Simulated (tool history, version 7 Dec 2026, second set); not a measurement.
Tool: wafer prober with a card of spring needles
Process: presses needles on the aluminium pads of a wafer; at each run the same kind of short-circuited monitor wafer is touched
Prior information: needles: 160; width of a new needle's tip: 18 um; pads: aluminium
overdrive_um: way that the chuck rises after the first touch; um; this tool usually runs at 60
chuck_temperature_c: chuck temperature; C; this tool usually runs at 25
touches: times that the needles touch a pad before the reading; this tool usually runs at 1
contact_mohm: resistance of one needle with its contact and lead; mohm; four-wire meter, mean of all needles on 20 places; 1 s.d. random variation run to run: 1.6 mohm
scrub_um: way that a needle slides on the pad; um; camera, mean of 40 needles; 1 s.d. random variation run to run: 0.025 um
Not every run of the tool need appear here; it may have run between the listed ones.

run	hour	overdrive_um	chuck_temperature_c	touches	contact_mohm	scrub_um
1	0.0	60	25	1	156	13.23
# hour 18.7: tips cleaned on abrasive film
2	19.6	60	25	1	152	13.22
3	34.2	60	25	1	154	13.24
# hour 39.0: tips cleaned on abrasive film
4	54.5	60	25	1	156	13.24
# hour 58.1: tips cleaned on abrasive film
5	75.8	60	25	1	154	13.26
# hour 77.9: tips cleaned on abrasive film
6	93.8	60	25	1	154	13.25
# hour 98.1: tips cleaned on abrasive film
7	112.8	60	25	1	154	13.23
# hour 116.9: tips cleaned on abrasive film
8	127.9	60	25	1	155	13.24
# hour 136.0: tips cleaned on abrasive film
9	143.5	60	25	1	153	13.26
# hour 155.0: tips cleaned on abrasive film
10	155.0	80	124	2	169	17.73

What will run 11 give?
11	170.8	80	31	3	?	?

contact_mohm: 152 mohm
scrub_um: 17.67 um
With no hidden state in the tool, this same run would have given contact_mohm 152 mohm, scrub_um 17.67 um.
